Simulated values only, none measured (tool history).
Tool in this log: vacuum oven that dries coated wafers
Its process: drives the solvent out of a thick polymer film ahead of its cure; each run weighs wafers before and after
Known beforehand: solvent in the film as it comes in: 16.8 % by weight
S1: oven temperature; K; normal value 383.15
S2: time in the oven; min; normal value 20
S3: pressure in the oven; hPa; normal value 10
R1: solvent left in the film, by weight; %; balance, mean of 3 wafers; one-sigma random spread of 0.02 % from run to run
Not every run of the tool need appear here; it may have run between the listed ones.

run,hour,S1,S2,S3,R1
1,0,383.15,20,10,3.9
2,36.4,383.15,20,10,3.89
3,90,383.15,20,10,3.84
4,150,383.15,20,10,3.89
5,215.9,383.15,20,10,3.87
6,259.4,383.15,20,10,3.87
7,316.6,383.15,20,10,3.88
8,373.3,383.15,20,10,3.94
9,405.5,383.15,12,10,6.2
10,454.9,383.15,13,10,5.83
11,509,383.15,13,10,5.8
12,541.8,383.15,13,10,5.78
13,595,383.15,13,10,5.83
14,623.1,383.15,25,10,3.1
15,651.5,383.15,10,10,7
16,701.8,383.15,10,10,7.06
17,765.6,383.15,20,10,3.95
18,808.1,375.15,20,10,5.71
19,872.6,388.15,20,10,3
20,918.8,383.15,20,10,3.96
21,949,383.15,20,10,3.93
22,1004.9,383.15,20,10,3.99
# hour 1009.4: vacuum gauge cleaned of residue and calibrated
23,1040.4,383.15,20,10,4.1
24,1092.7,384.15,23,7.3,3.17
25,1146,393.15,11,24.2,5.43
26,1197.5,383.15,20,10.6,4.14
27,1233,386.15,20,6.8,3.25
28,1267.5,396.15,25,6.5,1.33
29,1329.7,396.15,25,6,1.27
# hour 1387.3: vacuum gauge cleaned of residue and calibrated, once more
30,1391.9,396.15,25,6,0.85
31,1445.9,384.15,25,6,2.18
32,1498.1,383.15,20,7.3,3.3
33,1535.4,383.15,20,7.3,3.35
34,1578.2,383.15,20,7.3,3.37
35,1631.2,381.15,20,33.2,6.12
36,1683.1,381.15,20,33.2,6.17
37,1738.9,381.15,20,33.2,6.1
# hour 1751.5: oven's thermocouples calibrated
38,1775,383.15,20,5.3,3.29
39,1840.2,373.15,14,27.3,9.11

The next listed run, before its measurement:
40,1883.5,392.15,14,14.1,?

R1: 3.72 %
Had the tool carried no hidden state, the very same run would have given R1 3.7 %.

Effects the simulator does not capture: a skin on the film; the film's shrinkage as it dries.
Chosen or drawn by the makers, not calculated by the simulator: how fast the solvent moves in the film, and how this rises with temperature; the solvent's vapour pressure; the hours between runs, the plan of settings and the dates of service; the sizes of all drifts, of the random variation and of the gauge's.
